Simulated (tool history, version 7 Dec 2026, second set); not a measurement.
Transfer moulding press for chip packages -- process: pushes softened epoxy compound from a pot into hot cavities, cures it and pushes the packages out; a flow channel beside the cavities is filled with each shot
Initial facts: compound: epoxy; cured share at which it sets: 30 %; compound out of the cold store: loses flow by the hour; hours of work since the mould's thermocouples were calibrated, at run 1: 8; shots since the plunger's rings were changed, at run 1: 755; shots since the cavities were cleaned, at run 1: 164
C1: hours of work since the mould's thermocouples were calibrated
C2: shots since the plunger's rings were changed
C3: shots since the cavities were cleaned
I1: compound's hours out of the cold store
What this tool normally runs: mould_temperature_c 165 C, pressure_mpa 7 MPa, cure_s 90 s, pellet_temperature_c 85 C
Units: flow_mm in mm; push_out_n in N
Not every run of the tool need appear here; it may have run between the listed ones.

Run 1, day 0: usual settings; C1 8; C2 755; C3 164; I1 38.7. Result: flow_mm 813 mm, push_out_n 395 N.
Run 2, day 1.083: usual settings; C1 22; C2 1077; C3 486; I1 22.3. Result: flow_mm 846 mm, push_out_n 468 N.
At day 1.617: cavities cleaned with cleaning compound and waxed.
Run 3, day 3.517: usual settings; C1 55; C2 1782; C3 564; I1 22.7. Result: flow_mm 835 mm, push_out_n 455 N.
At day 3.683: cavities cleaned with cleaning compound and waxed.
Run 4, day 5.192: usual settings but cure_s 89 s; C1 77; C2 2260; C3 447; I1 24.2. Result: flow_mm 828 mm, push_out_n 471 N.
At day 5.858: cavities cleaned with cleaning compound and waxed.
Run 5, day 6.729: usual settings; C1 97; C2 2699; C3 259; I1 37.5. Result: flow_mm 793 mm, push_out_n 403 N.
Run 6, day 7.783: usual settings; C1 112; C2 3012; C3 572; I1 37.1. Result: flow_mm 788 mm, push_out_n 450 N.
At day 7.962: cavities cleaned with cleaning compound and waxed.
Run 7, day 8.892: usual settings; C1 126; C2 3322; C3 276; I1 24.2. Result: flow_mm 808 mm, push_out_n 428 N.
At day 10.183: cavities cleaned with cleaning compound and waxed.
Run 8, day 11.375: usual settings; C1 159; C2 4042; C3 354; I1 13. Result: flow_mm 823 mm, push_out_n 446 N.
At day 12.254: cavities cleaned with cleaning compound and waxed.
At day 13.246: plunger's sealing rings changed.
Run 9, day 13.421: usual settings; C1 185; C2 52; C3 315; I1 9.4. Result: flow_mm 891 mm, push_out_n 444 N.
At day 14.533: cavities cleaned with cleaning compound and waxed.
Run 10, day 15.104: usual settings; C1 207; C2 533; C3 170; I1 16.4. Result: flow_mm 866 mm, push_out_n 400 N.
At day 16.612: cavities cleaned with cleaning compound and waxed.
Run 11, day 16.875: usual settings; C1 231; C2 1040; C3 77; I1 33.9. Result: flow_mm 820 mm, push_out_n 380 N.
At day 18.692: cavities cleaned with cleaning compound and waxed.
Run 12, day 19.346: usual settings but pellet_temperature_c 83 C; C1 264; C2 1756; C3 195; I1 31.6. Result: flow_mm 819 mm, push_out_n 395 N.
At day 20.75: cavities cleaned with cleaning compound and waxed.
Run 13, day 21.671: usual settings but pellet_temperature_c 83 C; C1 295; C2 2428; C3 273; I1 22.3. Result: flow_mm 831 mm, push_out_n 404 N.
At day 22.875: cavities cleaned with cleaning compound and waxed.
Run 14, day 22.971: usual settings but mould_temperature_c 163 C, pressure_mpa 5.34 MPa, cure_s 83 s, pellet_temperature_c 83 C; C1 312; C2 2795; C3 28; I1 29.2. Result: flow_mm 708 mm, push_out_n 512 N.
Run 15, day 24.562: usual settings but mould_temperature_c 163 C, pressure_mpa 8.54 MPa; C1 333; C2 3269; C3 502; I1 28.1. Result: flow_mm 891 mm, push_out_n 522 N.
At day 24.971: cavities cleaned with cleaning compound and waxed.
Run 16, day 25.688: usual settings but mould_temperature_c 158 C, pressure_mpa 8.25 MPa, cure_s 88 s, pellet_temperature_c 77 C; C1 348; C2 3584; C3 213; I1 41.7. Result: flow_mm 858 mm, push_out_n 724 N.
At day 27.088: cavities cleaned with cleaning compound and waxed.
Run 17, day 27.546: usual settings but pressure_mpa 6.63 MPa, cure_s 121 s; C1 373; C2 4118; C3 136; I1 38.5. Result: flow_mm 751 mm, push_out_n 244 N.
At day 29.238: plunger's sealing rings changed.
At day 29.3: cavities cleaned with cleaning compound and waxed.
Run 18, day 29.4: usual settings but pressure_mpa 5.52 MPa, cure_s 98 s, pellet_temperature_c 81 C; C1 396; C2 29; C3 29; I1 42.9. Result: flow_mm 721 mm, push_out_n 298 N.
Run 19, day 30.8: usual settings but cure_s 119 s; C1 415; C2 445; C3 445; I1 30.2. Result: flow_mm 832 mm, push_out_n 301 N.
At day 31.471: cavities cleaned with cleaning compound and waxed.
Run 20, day 32.796: usual settings but cure_s 119 s; C1 441; C2 1019; C3 394; I1 9.5. Result: flow_mm 872 mm, push_out_n 290 N.
At day 33.7: cavities cleaned with cleaning compound and waxed.
Run 21, day 33.992: usual settings but mould_temperature_c 162 C; C1 457; C2 1356; C3 86; I1 43.7. Result: flow_mm 797 mm, push_out_n 448 N.
At day 35.946: cavities cleaned with cleaning compound and waxed.
Run 22, day 36.088: usual settings but mould_temperature_c 162 C; C1 485; C2 1960; C3 42; I1 30.5. Result: flow_mm 817 mm, push_out_n 421 N.
At day 38.133: cavities cleaned with cleaning compound and waxed.
Run 23, day 38.604: usual settings but cure_s 92 s; C1 518; C2 2689; C3 140; I1 20.1. Result: flow_mm 828 mm, push_out_n 369 N.
At day 40.25: cavities cleaned with cleaning compound and waxed.
Run 24, day 40.962: usual settings but cure_s 92 s; C1 550; C2 3371; C3 212; I1 38. Result: flow_mm 780 mm, push_out_n 361 N.
At day 42.454: cavities cleaned with cleaning compound and waxed.
Run 25, day 43.092: usual settings but cure_s 71 s, pellet_temperature_c 92 C; C1 578; C2 3985; C3 190; I1 10.6. Result: flow_mm 828 mm, push_out_n 713 N.

3 options for the next run, each taken on its own from the tool as it stands now. Forecast them:
At day 44.612: cavities cleaned with cleaning compound and waxed.
Run A, day 44.971: usual settings but pressure_mpa 7.5 MPa, cure_s 74 s; C1 603; C2 4525; C3 107; I1 35.1. Result: flow_mm ?, push_out_n ?.
At day 44.612: cavities cleaned with cleaning compound and waxed.
Run B, day 44.971: usual settings but mould_temperature_c 170 C, pressure_mpa 8.07 MPa, cure_s 71 s, pellet_temperature_c 93 C; C1 603; C2 4525; C3 107; I1 15.5. Result: flow_mm ?, push_out_n ?.
At day 44.612: cavities cleaned with cleaning compound and waxed.
Run C, day 44.971: usual settings but pressure_mpa 7.88 MPa; C1 603; C2 4525; C3 107; I1 36.6. Result: flow_mm ?, push_out_n ?.

run  flow_mm  push_out_n
  A      802         592
  B      861         474
  C      815         377
With no hidden state in the tool, these same runs would have given:
run  flow_mm  push_out_n
  A      867         556
  B      930         446
  C      881         354

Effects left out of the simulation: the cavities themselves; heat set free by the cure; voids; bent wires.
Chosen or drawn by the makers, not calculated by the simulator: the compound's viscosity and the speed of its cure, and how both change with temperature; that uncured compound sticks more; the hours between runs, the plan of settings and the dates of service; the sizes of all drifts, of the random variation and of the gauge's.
